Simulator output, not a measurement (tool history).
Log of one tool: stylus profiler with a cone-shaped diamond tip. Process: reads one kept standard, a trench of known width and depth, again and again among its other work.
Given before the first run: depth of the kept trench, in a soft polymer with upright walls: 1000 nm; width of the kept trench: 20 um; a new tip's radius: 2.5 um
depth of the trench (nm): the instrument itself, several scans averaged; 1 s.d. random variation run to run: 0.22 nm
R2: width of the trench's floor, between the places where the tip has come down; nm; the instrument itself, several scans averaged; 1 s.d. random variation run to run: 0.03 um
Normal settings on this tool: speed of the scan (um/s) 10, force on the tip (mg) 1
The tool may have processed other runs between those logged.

{"run": 1, "hour": 0.0, "speed of the scan (um/s)": 10, "force on the tip (mg)": 1, "depth of the trench (nm)": 1008.39, "R2": 15400}
{"run": 2, "hour": 21.9, "speed of the scan (um/s)": 10, "force on the tip (mg)": 1, "depth of the trench (nm)": 1008.61, "R2": 15340}
{"run": 3, "hour": 46.8, "speed of the scan (um/s)": 10, "force on the tip (mg)": 1, "depth of the trench (nm)": 1008.44, "R2": 15330}
{"run": 4, "hour": 99.3, "speed of the scan (um/s)": 10, "force on the tip (mg)": 1, "depth of the trench (nm)": 1008.2, "R2": 15260}
{"run": 5, "hour": 153.4, "speed of the scan (um/s)": 10, "force on the tip (mg)": 1, "depth of the trench (nm)": 1008.87, "R2": 15210}
{"run": 6, "hour": 206.8, "speed of the scan (um/s)": 10, "force on the tip (mg)": 1, "depth of the trench (nm)": 1008.73, "R2": 15230}
{"run": 7, "hour": 255.6, "speed of the scan (um/s)": 10, "force on the tip (mg)": 1, "depth of the trench (nm)": 1008.89, "R2": 15180}
{"run": 8, "hour": 292.4, "speed of the scan (um/s)": 7, "force on the tip (mg)": 1, "depth of the trench (nm)": 1009.07, "R2": 15190}
{"run": 9, "hour": 346.5, "speed of the scan (um/s)": 7, "force on the tip (mg)": 1, "depth of the trench (nm)": 1009.21, "R2": 15180}
{"run": 10, "hour": 377.5, "speed of the scan (um/s)": 7, "force on the tip (mg)": 1, "depth of the trench (nm)": 1009.19, "R2": 15110}
{"run": 11, "hour": 408.6, "speed of the scan (um/s)": 7, "force on the tip (mg)": 1, "depth of the trench (nm)": 1009.19, "R2": 15080}
{"run": 12, "hour": 450.4, "speed of the scan (um/s)": 7, "force on the tip (mg)": 1.14, "depth of the trench (nm)": 1009.8, "R2": 15020}
{"run": 13, "hour": 497.5, "speed of the scan (um/s)": 7, "force on the tip (mg)": 1.14, "depth of the trench (nm)": 1010.1, "R2": 15040}
{"run": 14, "hour": 533.3, "speed of the scan (um/s)": 10, "force on the tip (mg)": 1, "depth of the trench (nm)": 1009.28, "R2": 15030}
{"run": 15, "hour": 580.1, "speed of the scan (um/s)": 26, "force on the tip (mg)": 1, "depth of the trench (nm)": 1009.62, "R2": 14880}
{"run": 16, "hour": 604.4, "speed of the scan (um/s)": 10, "force on the tip (mg)": 1.58, "depth of the trench (nm)": 1012.08, "R2": 14980}
{"run": 17, "hour": 643.4, "speed of the scan (um/s)": 10, "force on the tip (mg)": 1.44, "depth of the trench (nm)": 1011.39, "R2": 14980}
{"run": 18, "hour": 692.8, "speed of the scan (um/s)": 10, "force on the tip (mg)": 1.44, "depth of the trench (nm)": 1012.1, "R2": 14900}
{"run": 19, "hour": 728.1, "speed of the scan (um/s)": 36, "force on the tip (mg)": 1, "depth of the trench (nm)": 1009.47, "R2": 14710}
{"run": 20, "hour": 776.1, "speed of the scan (um/s)": 10, "force on the tip (mg)": 0.7, "depth of the trench (nm)": 1008.73, "R2": 14800}
{"run": 21, "hour": 806.1, "speed of the scan (um/s)": 6, "force on the tip (mg)": 1, "depth of the trench (nm)": 1009.77, "R2": 14830}
{"run": 22, "hour": 856.2, "speed of the scan (um/s)": 20, "force on the tip (mg)": 1, "depth of the trench (nm)": 1010.39, "R2": 14750}
{"run": 23, "hour": 903.2, "speed of the scan (um/s)": 20, "force on the tip (mg)": 0.6, "depth of the trench (nm)": 1008.13, "R2": 14640}
{"run": 24, "hour": 955.3, "speed of the scan (um/s)": 20, "force on the tip (mg)": 0.6, "depth of the trench (nm)": 1008.46, "R2": 14680}
{"hour": 960.7, "done": "height scale calibrated on a step standard"}
{"run": 25, "hour": 985.5, "speed of the scan (um/s)": 7, "force on the tip (mg)": 0.7, "depth of the trench (nm)": 1011.03, "R2": 14750}
{"run": 26, "hour": 1024.3, "speed of the scan (um/s)": 14, "force on the tip (mg)": 1.87, "depth of the trench (nm)": 1016.15, "R2": 14690}
{"run": 27, "hour": 1063.8, "speed of the scan (um/s)": 4, "force on the tip (mg)": 1.17, "depth of the trench (nm)": 1013.08, "R2": 14680}
{"hour": 1098.8, "done": "height scale calibrated on a step standard, once more"}
{"run": 28, "hour": 1098.8, "speed of the scan (um/s)": 5, "force on the tip (mg)": 0.77, "depth of the trench (nm)": 1005.75, "R2": 14730}
{"run": 29, "hour": 1150.9, "speed of the scan (um/s)": 5, "force on the tip (mg)": 0.77, "depth of the trench (nm)": 1005.99, "R2": 14690}
{"run": 30, "hour": 1180.2, "speed of the scan (um/s)": 23, "force on the tip (mg)": 0.37, "depth of the trench (nm)": 1003.92, "R2": 14420}
{"run": 31, "hour": 1218.3, "speed of the scan (um/s)": 38, "force on the tip (mg)": 0.76, "depth of the trench (nm)": 1006.01, "R2": 14310}
{"run": 32, "hour": 1262.3, "speed of the scan (um/s)": 25, "force on the tip (mg)": 0.5, "depth of the trench (nm)": 1005.24, "R2": 14460}
{"run": 33, "hour": 1291.8, "speed of the scan (um/s)": 25, "force on the tip (mg)": 0.5, "depth of the trench (nm)": 1004.68, "R2": 14390}
{"run": 34, "hour": 1322.2, "speed of the scan (um/s)": 25, "force on the tip (mg)": 0.5, "depth of the trench (nm)": 1004.85, "R2": 14370}
{"run": 35, "hour": 1346.2, "speed of the scan (um/s)": 29, "force on the tip (mg)": 0.58, "depth of the trench (nm)": 1005.38, "R2": 14350}
{"run": 36, "hour": 1373.1, "speed of the scan (um/s)": 29, "force on the tip (mg)": 0.58, "depth of the trench (nm)": 1005.5, "R2": 14320}
{"run": 37, "hour": 1421.0, "speed of the scan (um/s)": 7, "force on the tip (mg)": 1, "depth of the trench (nm)": 1007.61, "R2": 14500}
{"run": 38, "hour": 1473.1, "speed of the scan (um/s)": 7, "force on the tip (mg)": 1, "depth of the trench (nm)": 1007.82, "R2": 14460}
{"run": 39, "hour": 1520.2, "speed of the scan (um/s)": 7, "force on the tip (mg)": 1, "depth of the trench (nm)": 1007.35, "R2": 14430}
{"run": 40, "hour": 1566.9, "speed of the scan (um/s)": 8, "force on the tip (mg)": 1, "depth of the trench (nm)": 1008.26, "R2": 14370}
{"run": 41, "hour": 1615.7, "speed of the scan (um/s)": 4, "force on the tip (mg)": 2.22, "depth of the trench (nm)": 1012.56, "R2": 14360}
{"run": 42, "hour": 1662.6, "speed of the scan (um/s)": 7, "force on the tip (mg)": 0.37, "depth of the trench (nm)": 1004.75, "R2": 14280}
{"run": 43, "hour": 1692.6, "speed of the scan (um/s)": 22, "force on the tip (mg)": 2.85, "depth of the trench (nm)": 1014.18, "R2": 14300}
{"run": 44, "hour": 1716.8, "speed of the scan (um/s)": 33, "force on the tip (mg)": 1.46, "depth of the trench (nm)": 1009.69, "R2": 14190}
{"run": 45, "hour": 1753.5, "speed of the scan (um/s)": 10, "force on the tip (mg)": 0.51, "depth of the trench (nm)": 1005.78, "R2": 14300}
{"run": 46, "hour": 1782.1, "speed of the scan (um/s)": 40, "force on the tip (mg)": 0.44, "depth of the trench (nm)": 1005.43, "R2": 13950}

4 options for the next run, each taken on its own from the tool as it stands now. Forecast them:
{"run": "A", "hour": 1815.9, "speed of the scan (um/s)": 8, "force on the tip (mg)": 0.74, "depth of the trench (nm)": "?", "R2": "?"}
{"run": "B", "hour": 1815.9, "speed of the scan (um/s)": 10, "force on the tip (mg)": 2.39, "depth of the trench (nm)": "?", "R2": "?"}
{"run": "C", "hour": 1815.9, "speed of the scan (um/s)": 3, "force on the tip (mg)": 1, "depth of the trench (nm)": "?", "R2": "?"}
{"run": "D", "hour": 1815.9, "speed of the scan (um/s)": 23, "force on the tip (mg)": 0.57, "depth of the trench (nm)": "?", "R2": "?"}

run=A depth_of_the_trench_(nm)=1007.55 R2=14240
run=B depth_of_the_trench_(nm)=1013.74 R2=14300
run=C depth_of_the_trench_(nm)=1008.26 R2=14330
run=D depth_of_the_trench_(nm)=1006.1 R2=14120
Had the tool no hidden state, the same runs would have come out as:
run=A depth_of_the_trench_(nm)=1005.93 R2=15920
run=B depth_of_the_trench_(nm)=1012.11 R2=15990
run=C depth_of_the_trench_(nm)=1006.64 R2=16020
run=D depth_of_the_trench_(nm)=1004.48 R2=15800
